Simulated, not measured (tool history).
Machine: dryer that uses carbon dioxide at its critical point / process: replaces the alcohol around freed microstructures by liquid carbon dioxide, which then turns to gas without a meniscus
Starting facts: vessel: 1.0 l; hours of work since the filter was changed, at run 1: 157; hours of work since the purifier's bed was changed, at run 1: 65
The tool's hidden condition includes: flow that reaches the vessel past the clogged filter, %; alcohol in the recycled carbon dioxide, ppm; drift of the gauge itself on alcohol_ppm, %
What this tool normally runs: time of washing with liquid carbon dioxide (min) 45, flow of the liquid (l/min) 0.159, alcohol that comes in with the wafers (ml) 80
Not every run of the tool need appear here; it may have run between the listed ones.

run	hour	time of washing with liquid carbon dioxide (min)	flow of the liquid (l/min)	alcohol that comes in with the wafers (ml)	hours of work since the filter was changed	hours of work since the purifier's bed was changed	alcohol left in the vessel before it's heated (ppm by volume)
1	0.0	45	0.159	80	157	65	232
2	11.0	45	0.101	80	164	72	1808
3	21.5	45	0.101	80	171	79	1757
4	27.2	45	0.101	80	174	82	1832
5	34.2	45	0.101	80	179	87	1846
6	46.3	45	0.101	80	186	94	1865
7	52.8	45	0.101	80	190	98	1840
8	60.7	45	0.101	80	195	103	1864
9	66.5	45	0.101	80	199	107	1870
10	72.7	45	0.159	80	203	111	271
11	83.9	56	0.124	25	210	118	97
12	92.8	56	0.124	25	216	124	107
13	102.8	32	0.124	44	222	130	1773
14	114.9	45	0.138	80	230	138	549
15	125.1	41	0.159	32	236	144	178
16	135.3	65	0.147	80	242	150	54
17	142.5	43	0.112	57	247	155	1140
18	154.6	45	0.151	24	254	163	114
19	165.7	29	0.159	80	262	170	2045
20	176.5	31	0.232	67	268	176	276

Branching from run 20: 5 alternative next runs. What would each branch give?
A	182.7	36	0.232	84	272	180	?
B	182.7	63	0.209	35	272	180	?
C	182.7	42	0.119	46	272	180	?
D	182.7	44	0.246	22	272	180	?
E	182.7	48	0.232	37	272	180	?

run	alcohol left in the vessel before it's heated (ppm by volume)
A	155
B	23
C	847
D	32
E	23
With the hidden condition removed and each run's random variation left untouched, the same runs would have given:
run	alcohol left in the vessel before it's heated (ppm by volume)
A	86
B	2
C	616
D	9
E	0

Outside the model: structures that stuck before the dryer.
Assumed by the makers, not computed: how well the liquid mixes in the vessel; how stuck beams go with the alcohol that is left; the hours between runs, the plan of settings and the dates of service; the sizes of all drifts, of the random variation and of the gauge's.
